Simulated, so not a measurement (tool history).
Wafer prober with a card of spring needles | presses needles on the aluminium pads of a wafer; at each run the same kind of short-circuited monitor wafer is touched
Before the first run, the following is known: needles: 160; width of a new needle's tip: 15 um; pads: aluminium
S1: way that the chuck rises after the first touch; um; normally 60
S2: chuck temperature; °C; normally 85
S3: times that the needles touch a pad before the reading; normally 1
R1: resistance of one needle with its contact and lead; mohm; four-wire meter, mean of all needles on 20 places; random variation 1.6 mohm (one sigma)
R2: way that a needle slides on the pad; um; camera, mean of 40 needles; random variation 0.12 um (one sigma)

{"run": 1, "hour": 0.0, "S1": 60, "S2": 85, "S3": 1, "R1": 157, "R2": 13.47}
{"hour": 7.5, "done": "tips cleaned on abrasive film"}
{"hour": 14.9, "done": "tips cleaned on abrasive film"}
{"hour": 24.3, "done": "tips cleaned on abrasive film"}
{"hour": 33.6, "done": "tips cleaned on abrasive film"}
{"hour": 42.9, "done": "tips cleaned on abrasive film"}
{"hour": 52.2, "done": "tips cleaned on abrasive film"}
{"hour": 59.7, "done": "tips cleaned on abrasive film"}
{"hour": 69.0, "done": "tips cleaned on abrasive film"}
{"hour": 78.3, "done": "tips cleaned on abrasive film"}
{"hour": 87.6, "done": "tips cleaned on abrasive film"}
{"run": 2, "hour": 89.8, "S1": 63, "S2": 85, "S3": 1, "R1": 156, "R2": 14.25}
{"hour": 95.4, "done": "tips cleaned on abrasive film"}
{"hour": 97.5, "done": "height of the first contact set anew"}
{"hour": 105.0, "done": "tips cleaned on abrasive film"}
{"hour": 114.3, "done": "tips cleaned on abrasive film"}
{"hour": 121.8, "done": "tips cleaned on abrasive film"}
{"hour": 131.1, "done": "tips cleaned on abrasive film"}
{"hour": 140.4, "done": "tips cleaned on abrasive film"}
{"hour": 149.7, "done": "tips cleaned on abrasive film"}
{"hour": 159.0, "done": "tips cleaned on abrasive film"}
{"hour": 168.3, "done": "tips cleaned on abrasive film"}
{"run": 3, "hour": 172.6, "S1": 63, "S2": 85, "S3": 1, "R1": 157, "R2": 14.24}
{"hour": 176.4, "done": "tips cleaned on abrasive film"}
{"hour": 185.7, "done": "tips cleaned on abrasive film"}
{"hour": 195.0, "done": "tips cleaned on abrasive film"}
{"hour": 204.4, "done": "tips cleaned on abrasive film"}
{"hour": 213.7, "done": "tips cleaned on abrasive film"}
{"hour": 223.0, "done": "tips cleaned on abrasive film"}
{"hour": 230.5, "done": "tips cleaned on abrasive film"}
{"hour": 239.8, "done": "tips cleaned on abrasive film"}
{"hour": 249.1, "done": "tips cleaned on abrasive film"}
{"hour": 256.5, "done": "tips cleaned on abrasive film"}
{"run": 4, "hour": 259.7, "S1": 60, "S2": 85, "S3": 2, "R1": 160, "R2": 13.24}
{"hour": 265.3, "done": "tips cleaned on abrasive film"}
{"hour": 274.6, "done": "tips cleaned on abrasive film"}
{"hour": 283.9, "done": "tips cleaned on abrasive film"}
{"hour": 293.2, "done": "tips cleaned on abrasive film"}
{"hour": 302.5, "done": "tips cleaned on abrasive film"}
{"hour": 311.8, "done": "tips cleaned on abrasive film"}
{"hour": 321.2, "done": "tips cleaned on abrasive film"}
{"run": 5, "hour": 325.4, "S1": 60, "S2": 85, "S3": 2, "R1": 162, "R2": 13.51}
{"hour": 329.1, "done": "tips cleaned on abrasive film"}
{"hour": 336.6, "done": "tips cleaned on abrasive film"}
{"hour": 345.9, "done": "tips cleaned on abrasive film"}
{"hour": 355.2, "done": "tips cleaned on abrasive film"}
{"hour": 355.5, "done": "height of the first contact set anew"}
{"hour": 364.8, "done": "tips cleaned on abrasive film"}
{"hour": 374.2, "done": "tips cleaned on abrasive film"}
{"hour": 383.5, "done": "tips cleaned on abrasive film"}
{"hour": 392.8, "done": "tips cleaned on abrasive film"}
{"hour": 400.3, "done": "tips cleaned on abrasive film"}
{"hour": 409.6, "done": "tips cleaned on abrasive film"}
{"hour": 417.0, "done": "tips cleaned on abrasive film"}
{"run": 6, "hour": 418.1, "S1": 60, "S2": 85, "S3": 2, "R1": 158, "R2": 13.6}
{"hour": 425.6, "done": "tips cleaned on abrasive film"}
{"hour": 434.9, "done": "tips cleaned on abrasive film"}
{"hour": 444.2, "done": "tips cleaned on abrasive film"}
{"hour": 453.5, "done": "tips cleaned on abrasive film"}
{"hour": 462.8, "done": "tips cleaned on abrasive film"}
{"hour": 472.2, "done": "tips cleaned on abrasive film"}
{"hour": 481.5, "done": "tips cleaned on abrasive film"}
{"hour": 490.8, "done": "tips cleaned on abrasive film"}
{"hour": 500.1, "done": "tips cleaned on abrasive film"}
{"run": 7, "hour": 501.0, "S1": 60, "S2": 85, "S3": 2, "R1": 160, "R2": 13.39}
{"hour": 508.5, "done": "tips cleaned on abrasive film"}
{"hour": 517.8, "done": "tips cleaned on abrasive film"}
{"hour": 525.3, "done": "tips cleaned on abrasive film"}
{"hour": 534.6, "done": "tips cleaned on abrasive film"}
{"hour": 542.1, "done": "tips cleaned on abrasive film"}
{"hour": 551.4, "done": "tips cleaned on abrasive film"}
{"hour": 560.7, "done": "tips cleaned on abrasive film"}
{"hour": 568.2, "done": "tips cleaned on abrasive film"}
{"hour": 575.7, "done": "tips cleaned on abrasive film"}
{"run": 8, "hour": 575.7, "S1": 60, "S2": 85, "S3": 1, "R1": 158, "R2": 13.49}
{"hour": 583.2, "done": "tips cleaned on abrasive film"}
{"hour": 592.5, "done": "tips cleaned on abrasive film"}
{"hour": 601.8, "done": "tips cleaned on abrasive film"}
{"hour": 609.3, "done": "tips cleaned on abrasive film"}
{"hour": 615.1, "done": "height of the first contact set anew"}
{"hour": 618.9, "done": "tips cleaned on abrasive film"}
{"hour": 628.2, "done": "tips cleaned on abrasive film"}
{"hour": 637.5, "done": "tips cleaned on abrasive film"}
{"hour": 646.8, "done": "tips cleaned on abrasive film"}
{"hour": 656.1, "done": "tips cleaned on abrasive film"}
{"run": 9, "hour": 662.5, "S1": 60, "S2": 85, "S3": 1, "R1": 159, "R2": 13.52}
{"hour": 664.4, "done": "tips cleaned on abrasive film"}
{"hour": 671.9, "done": "tips cleaned on abrasive film"}
{"hour": 681.2, "done": "tips cleaned on abrasive film"}
{"hour": 690.5, "done": "tips cleaned on abrasive film"}
{"hour": 698.0, "done": "tips cleaned on abrasive film"}
{"hour": 707.3, "done": "tips cleaned on abrasive film"}
{"hour": 716.6, "done": "tips cleaned on abrasive film"}
{"hour": 725.9, "done": "tips cleaned on abrasive film"}
{"hour": 735.2, "done": "tips cleaned on abrasive film"}
{"run": 10, "hour": 740.9, "S1": 72, "S2": 85, "S3": 1, "R1": 158, "R2": 16.25}
{"hour": 742.9, "done": "tips cleaned on abrasive film"}
{"hour": 750.4, "done": "tips cleaned on abrasive film"}
{"hour": 759.7, "done": "tips cleaned on abrasive film"}
{"hour": 769.0, "done": "tips cleaned on abrasive film"}
{"hour": 778.3, "done": "tips cleaned on abrasive film"}
{"hour": 790.3, "done": "card fitted with new needles"}
{"hour": 799.6, "done": "tips cleaned on abrasive film"}
{"run": 11, "hour": 801.1, "S1": 61, "S2": 64, "S3": 1, "R1": 156, "R2": 13.81}
{"hour": 808.6, "done": "tips cleaned on abrasive film"}
{"hour": 817.9, "done": "tips cleaned on abrasive film"}
{"hour": 827.2, "done": "tips cleaned on abrasive film"}
{"hour": 834.7, "done": "tips cleaned on abrasive film"}
{"hour": 844.0, "done": "tips cleaned on abrasive film"}
{"hour": 853.3, "done": "tips cleaned on abrasive film"}
{"hour": 860.8, "done": "tips cleaned on abrasive film"}
{"hour": 869.3, "done": "tips cleaned on abrasive film"}
{"run": 12, "hour": 869.3, "S1": 58, "S2": 64, "S3": 1, "R1": 155, "R2": 13.14}
{"hour": 878.6, "done": "tips cleaned on abrasive film"}
{"hour": 888.0, "done": "tips cleaned on abrasive film"}
{"hour": 897.3, "done": "tips cleaned on abrasive film"}
{"hour": 906.6, "done": "tips cleaned on abrasive film"}
{"hour": 915.9, "done": "tips cleaned on abrasive film"}
{"run": 13, "hour": 919.6, "S1": 58, "S2": 64, "S3": 1, "R1": 154, "R2": 13.15}
{"hour": 923.4, "done": "tips cleaned on abrasive film"}
{"hour": 932.7, "done": "tips cleaned on abrasive film"}
{"hour": 940.2, "done": "tips cleaned on abrasive film"}
{"hour": 949.5, "done": "tips cleaned on abrasive film"}
{"hour": 956.9, "done": "tips cleaned on abrasive film"}
{"hour": 966.2, "done": "tips cleaned on abrasive film"}
{"hour": 975.6, "done": "tips cleaned on abrasive film"}
{"hour": 984.9, "done": "tips cleaned on abrasive film"}
{"hour": 994.2, "done": "tips cleaned on abrasive film"}
{"run": 14, "hour": 997.6, "S1": 58, "S2": 64, "S3": 1, "R1": 155, "R2": 12.92}
{"hour": 1003.2, "done": "tips cleaned on abrasive film"}
{"hour": 1012.5, "done": "tips cleaned on abrasive film"}
{"hour": 1021.9, "done": "tips cleaned on abrasive film"}
{"hour": 1031.2, "done": "tips cleaned on abrasive film"}
{"hour": 1040.5, "done": "tips cleaned on abrasive film"}
{"hour": 1047.9, "done": "tips cleaned on abrasive film"}
{"hour": 1048.2, "done": "height of the first contact set anew"}
{"hour": 1057.6, "done": "tips cleaned on abrasive film"}
{"hour": 1065.0, "done": "tips cleaned on abrasive film"}
{"hour": 1074.3, "done": "tips cleaned on abrasive film"}
{"hour": 1083.7, "done": "tips cleaned on abrasive film"}
{"hour": 1092.9, "done": "tips cleaned on abrasive film"}
{"run": 15, "hour": 1092.9, "S1": 60, "S2": 38, "S3": 2, "R1": 148, "R2": 13.38}
{"hour": 1100.3, "done": "tips cleaned on abrasive film"}
{"hour": 1109.7, "done": "tips cleaned on abrasive film"}
{"hour": 1119.0, "done": "tips cleaned on abrasive film"}
{"hour": 1128.3, "done": "tips cleaned on abrasive film"}
{"hour": 1137.6, "done": "tips cleaned on abrasive film"}
{"hour": 1145.1, "done": "tips cleaned on abrasive film"}
{"run": 16, "hour": 1148.7, "S1": 60, "S2": 26, "S3": 1, "R1": 148, "R2": 13.6}
{"hour": 1154.4, "done": "tips cleaned on abrasive film"}
{"hour": 1161.8, "done": "tips cleaned on abrasive film"}
{"hour": 1171.2, "done": "tips cleaned on abrasive film"}
{"hour": 1180.5, "done": "tips cleaned on abrasive film"}
{"hour": 1187.9, "done": "tips cleaned on abrasive film"}
{"run": 17, "hour": 1192.1, "S1": 60, "S2": 36, "S3": 2, "R1": 145, "R2": 13.72}
{"hour": 1195.9, "done": "tips cleaned on abrasive film"}
{"hour": 1203.4, "done": "tips cleaned on abrasive film"}
{"hour": 1212.7, "done": "tips cleaned on abrasive film"}
{"hour": 1222.0, "done": "tips cleaned on abrasive film"}
{"hour": 1229.4, "done": "tips cleaned on abrasive film"}
{"hour": 1238.8, "done": "tips cleaned on abrasive film"}
{"run": 18, "hour": 1239.0, "S1": 48, "S2": 85, "S3": 1, "R1": 158, "R2": 10.96}
{"hour": 1246.4, "done": "tips cleaned on abrasive film"}
{"hour": 1255.7, "done": "tips cleaned on abrasive film"}
{"hour": 1265.0, "done": "tips cleaned on abrasive film"}
{"hour": 1274.3, "done": "tips cleaned on abrasive film"}
{"hour": 1283.7, "done": "tips cleaned on abrasive film"}
{"hour": 1293.0, "done": "tips cleaned on abrasive film"}
{"run": 19, "hour": 1297.2, "S1": 48, "S2": 85, "S3": 1, "R1": 161, "R2": 10.81}

Forecast each of these 4 alternatives for the next run:
{"hour": 1300.9, "done": "tips cleaned on abrasive film"}
{"hour": 1306.8, "done": "height of the first contact set anew"}
{"hour": 1308.7, "done": "tips cleaned on abrasive film"}
{"hour": 1318.0, "done": "tips cleaned on abrasive film"}
{"hour": 1325.5, "done": "tips cleaned on abrasive film"}
{"hour": 1334.8, "done": "tips cleaned on abrasive film"}
{"hour": 1344.1, "done": "tips cleaned on abrasive film"}
{"hour": 1353.4, "done": "tips cleaned on abrasive film"}
{"run": "A", "hour": 1355.8, "S1": 60, "S2": 103, "S3": 1, "R1": "?", "R2": "?"}
{"hour": 1300.9, "done": "tips cleaned on abrasive film"}
{"hour": 1306.8, "done": "height of the first contact set anew"}
{"hour": 1308.7, "done": "tips cleaned on abrasive film"}
{"hour": 1318.0, "done": "tips cleaned on abrasive film"}
{"hour": 1325.5, "done": "tips cleaned on abrasive film"}
{"hour": 1334.8, "done": "tips cleaned on abrasive film"}
{"hour": 1344.1, "done": "tips cleaned on abrasive film"}
{"hour": 1353.4, "done": "tips cleaned on abrasive film"}
{"run": "B", "hour": 1355.8, "S1": 70, "S2": 85, "S3": 1, "R1": "?", "R2": "?"}
{"hour": 1300.9, "done": "tips cleaned on abrasive film"}
{"hour": 1306.8, "done": "height of the first contact set anew"}
{"hour": 1308.7, "done": "tips cleaned on abrasive film"}
{"hour": 1318.0, "done": "tips cleaned on abrasive film"}
{"hour": 1325.5, "done": "tips cleaned on abrasive film"}
{"hour": 1334.8, "done": "tips cleaned on abrasive film"}
{"hour": 1344.1, "done": "tips cleaned on abrasive film"}
{"hour": 1353.4, "done": "tips cleaned on abrasive film"}
{"run": "C", "hour": 1355.8, "S1": 60, "S2": 85, "S3": 3, "R1": "?", "R2": "?"}
{"hour": 1300.9, "done": "tips cleaned on abrasive film"}
{"hour": 1306.8, "done": "height of the first contact set anew"}
{"hour": 1308.7, "done": "tips cleaned on abrasive film"}
{"hour": 1318.0, "done": "tips cleaned on abrasive film"}
{"hour": 1325.5, "done": "tips cleaned on abrasive film"}
{"hour": 1334.8, "done": "tips cleaned on abrasive film"}
{"hour": 1344.1, "done": "tips cleaned on abrasive film"}
{"hour": 1353.4, "done": "tips cleaned on abrasive film"}
{"run": "D", "hour": 1355.8, "S1": 60, "S2": 39, "S3": 1, "R1": "?", "R2": "?"}

run=A R1=162 R2=13.49
run=B R1=155 R2=16.01
run=C R1=160 R2=13.38
run=D R1=147 R2=13.51
Take away the tool's hidden state, keep each run's random variation, and the runs would have read:
run=A R1=162 R2=13.49
run=B R1=155 R2=16.01
run=C R1=160 R2=13.39
run=D R1=147 R2=13.51
